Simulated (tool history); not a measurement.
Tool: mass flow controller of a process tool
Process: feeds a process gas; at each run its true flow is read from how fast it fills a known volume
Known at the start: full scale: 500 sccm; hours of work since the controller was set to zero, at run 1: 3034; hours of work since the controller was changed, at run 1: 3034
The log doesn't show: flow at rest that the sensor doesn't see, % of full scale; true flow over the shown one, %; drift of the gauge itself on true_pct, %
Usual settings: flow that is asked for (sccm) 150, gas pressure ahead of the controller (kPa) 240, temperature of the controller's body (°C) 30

run,day,flow that is asked for (sccm),gas pressure ahead of the controller (kPa),temperature of the controller's body (°C),hours of work since the controller was set to zero,hours of work since the controller was changed,true flow (%)
1,0,150,240,30,3034,3034,99.67
2,8.175,150,240,30,3170,3170,99.7
3,13.679,65,240,30,3261,3261,99.47
4,26.154,150,261,30,3468,3468,99.7
5,39.921,132,240,30,3697,3697,99.6
6,51.067,132,240,30,3882,3882,99.62
7,56.721,150,240,30,3975,3975,99.58
8,67.592,150,240,21,4156,4156,98.61
9,78.238,150,240,21,4332,4332,98.63
10,89.646,150,209,30,4522,4522,99.37
11,100.604,150,240,30,4704,4704,99.48
12,106.512,150,240,30,4802,4802,99.6
13,119.792,150,240,30,5022,5022,99.44
14,130.3,150,241,29,5196,5196,99.38
15,144.05,76,241,29,5424,5424,99.13
16,154.842,76,241,29,5603,5603,99.09
17,164.533,412,237,33,5764,5764,100.49
18,174.871,412,237,33,5936,5936,100.66
19,185.725,150,146,29,6116,6116,98.87
20,197.854,359,240,30,6317,6317,100.02
21,205.992,238,146,30,6452,6452,99.11
22,214.775,113,240,30,6598,6598,99.26
23,220.696,79,240,27,6696,6696,98.88
24,230.792,228,240,30,6863,6863,99.57
25,241.283,308,224,28,7037,7037,99.37

4 ways to go on from here, each from the tool as it stands after run 25. What would each give?
A,252.762,215,165,20,7228,7228,?
B,252.762,308,212,28,7228,7228,?
C,252.762,95,240,29,7228,7228,?
D,252.762,364,224,22,7228,7228,?

run,true flow (%)
A,97.95
B,99.33
C,98.96
D,98.94
Without the tool's hidden state the same runs would have given:
run,true flow (%)
A,98.36
B,99.76
C,99.36
D,99.36
